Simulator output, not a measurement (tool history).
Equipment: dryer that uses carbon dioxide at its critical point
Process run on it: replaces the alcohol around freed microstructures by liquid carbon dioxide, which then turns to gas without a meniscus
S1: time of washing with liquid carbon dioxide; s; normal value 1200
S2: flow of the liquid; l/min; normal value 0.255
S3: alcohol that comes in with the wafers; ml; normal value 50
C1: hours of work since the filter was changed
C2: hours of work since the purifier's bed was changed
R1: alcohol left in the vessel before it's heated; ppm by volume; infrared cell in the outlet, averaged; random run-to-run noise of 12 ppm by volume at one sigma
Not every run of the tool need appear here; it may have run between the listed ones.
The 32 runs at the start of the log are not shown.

{"run": 33, "day": 16.858, "S1": 900, "S2": 0.2, "S3": 61, "C1": 53, "C2": 381, "R1": 5387}
{"run": 34, "day": 17.492, "S1": 900, "S2": 0.2, "S3": 61, "C1": 62, "C2": 390, "R1": 5576}
{"run": 35, "day": 18.2, "S1": 1020, "S2": 0.254, "S3": 50, "C1": 72, "C2": 400, "R1": 1510}
{"run": 36, "day": 18.775, "S1": 1020, "S2": 0.254, "S3": 50, "C1": 80, "C2": 408, "R1": 1537}
{"run": 37, "day": 19.162, "S1": 1020, "S2": 0.254, "S3": 50, "C1": 85, "C2": 413, "R1": 1553}
{"run": 38, "day": 19.817, "S1": 1200, "S2": 0.381, "S3": 118, "C1": 94, "C2": 422, "R1": 288}
{"run": 39, "day": 20.188, "S1": 1200, "S2": 0.381, "S3": 118, "C1": 99, "C2": 428, "R1": 297}
{"run": 40, "day": 20.704, "S1": 1680, "S2": 0.255, "S3": 50, "C1": 107, "C2": 435, "R1": 228}
{"run": 41, "day": 21.312, "S1": 1200, "S2": 0.255, "S3": 40, "C1": 115, "C2": 443, "R1": 704}
{"run": 42, "day": 21.896, "S1": 1200, "S2": 0.376, "S3": 27, "C1": 123, "C2": 451, "R1": 147}
{"run": 43, "day": 22.521, "S1": 1800, "S2": 0.289, "S3": 24, "C1": 132, "C2": 460, "R1": 110}
{"run": 44, "day": 22.846, "S1": 1800, "S2": 0.289, "S3": 24, "C1": 136, "C2": 465, "R1": 112}
{"run": 45, "day": 23.3, "S1": 1800, "S2": 0.289, "S3": 81, "C1": 143, "C2": 471, "R1": 163}

Below are 5 alternative next runs, each starting from the tool's condition after run 45. Predict each:
{"run": "A", "day": 23.696, "S1": 1620, "S2": 0.255, "S3": 50, "C1": 148, "C2": 476, "R1": "?"}
{"run": "B", "day": 23.696, "S1": 1320, "S2": 0.28, "S3": 102, "C1": 148, "C2": 476, "R1": "?"}
{"run": "C", "day": 23.696, "S1": 1200, "S2": 0.17, "S3": 50, "C1": 148, "C2": 476, "R1": "?"}
{"run": "D", "day": 23.696, "S1": 1620, "S2": 0.17, "S3": 81, "C1": 148, "C2": 476, "R1": "?"}
{"run": "E", "day": 23.696, "S1": 840, "S2": 0.179, "S3": 50, "C1": 148, "C2": 476, "R1": "?"}

run=A R1=291
run=B R1=788
run=C R1=3395
run=D R1=2253
run=E R1=6981
The same runs, with their run-to-run variation unchanged, on a tool lacking any hidden condition would have given:
run=A R1=172
run=B R1=601
run=C R1=3052
run=D R1=1940
run=E R1=6494
